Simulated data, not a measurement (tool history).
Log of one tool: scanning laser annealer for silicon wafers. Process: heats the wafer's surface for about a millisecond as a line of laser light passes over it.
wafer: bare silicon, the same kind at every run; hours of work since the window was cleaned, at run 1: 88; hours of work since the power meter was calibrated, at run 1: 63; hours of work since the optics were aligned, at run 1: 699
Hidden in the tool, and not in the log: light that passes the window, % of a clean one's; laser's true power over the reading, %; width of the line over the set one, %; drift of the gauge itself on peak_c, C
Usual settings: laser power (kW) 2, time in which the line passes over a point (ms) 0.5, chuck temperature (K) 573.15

run	hour	laser power (kW)	time in which the line passes over a point (ms)	chuck temperature (K)	hours of work since the window was cleaned	hours of work since the power meter was calibrated	hours of work since the optics were aligned	highest temperature of the surface (K)
1	0	2	0.5	573.15	88	63	699	1385.15
2	11.9	2	0.5	573.15	96	71	707	1385.15
3	19.8	2	0.5	592.15	101	77	713	1403.15
4	28.6	2	0.5	592.15	107	83	719	1404.15
5	41.3	1.796	0.5	573.15	116	91	727	1304.15
6	48.7	2	0.584	573.15	121	96	732	1449.15
7	59.2	2	0.5	573.15	128	103	739	1384.15
8	72.6	1.76	0.5	573.15	137	113	748	1290.15
9	78.9	2.126	0.5	573.15	141	117	753	1434.15
10	86.8	2.126	0.41	573.15	147	122	758	1357.15
11	98.8	2.126	0.41	544.15	155	130	766	1329.15
12	106.6	2.126	0.41	544.15	160	136	771	1327.15
13	118	2	0.5	573.15	168	143	779	1384.15
14	127.2	2	0.5	573.15	174	150	785	1387.15
15	137.9	2	0.5	573.15	181	157	793	1384.15
16	147.5	2	0.5	573.15	188	163	799	1385.15
17	156.8	2	0.5	573.15	194	170	805	1379.15
18	167	2	0.5	573.15	201	177	812	1384.15
# hour 170.7: laser's power meter calibrated
19	183	2	0.5	573.15	210	8	821	1385.15
20	188.9	2	0.5	573.15	214	12	825	1380.15
# hour 197: laser's power meter calibrated, once more
21	203.8	2	0.5	573.15	222	5	833	1380.15
22	213.9	2.072	0.5	588.15	229	11	840	1420.15
23	220.5	2.072	0.368	571.15	233	16	845	1293.15
24	232.6	2	0.5	566.15	242	24	853	1368.15
25	239.3	2.134	0.385	579.15	246	29	857	1334.15
26	249.3	2.134	0.385	579.15	253	35	864	1336.15
27	258.9	1.701	0.552	568.15	259	42	871	1292.15
28	271.9	1.936	0.56	584.15	268	51	879	1404.15
29	281.5	1.936	0.483	609.15	275	57	886	1375.15
30	291.8	1.936	0.483	609.15	282	64	893	1376.15
31	299.5	2.12	0.483	595.15	287	70	898	1432.15
32	306.6	2.12	0.483	595.15	292	74	903	1430.15
33	315	1.958	0.416	587.15	297	80	909	1309.15
# hour 322.6: optics aligned, line set to its width
34	331.9	1.958	0.416	587.15	305	88	6	1316.15
35	341.4	1.958	0.416	587.15	312	95	13	1314.15
36	351.7	2.057	0.5	555.15	319	101	20	1394.15
37	361.2	1.916	0.375	559.15	325	108	26	1238.15
38	369.5	1.916	0.375	559.15	331	114	32	1237.15
39	383	1.916	0.375	559.15	340	123	41	1236.15
40	390.1	2.006	0.375	565.15	345	128	46	1276.15

How the hidden state differs across the entries between the runs, from the last listed run before each to the first after it:
Between runs 18 and 19: laser's power meter calibrated (hour 170.7)
  light that passes the window, % of a clean one's: 98.78 -> 98.74; laser's true power over the reading, %: 0.23 -> 0.29; width of the line over the set one, %: 2.57 -> 2.59
  measured less the result without the state, highest temperature of the surface (K): -19 -> -18
Between runs 20 and 21: laser's power meter calibrated, once more (hour 197)
  light that passes the window, % of a clean one's: 98.73 -> 98.69; laser's true power over the reading, %: 0.29 -> -0.09; width of the line over the set one, %: 2.6 -> 2.62
  measured less the result without the state, highest temperature of the surface (K): -18 -> -22
Between runs 33 and 34: optics aligned, line set to its width (hour 322.6)
  light that passes the window, % of a clean one's: 98.38 -> 98.34; width of the line over the set one, %: 2.82 -> 0.17
  measured less the result without the state, highest temperature of the surface (K): -22 -> -13
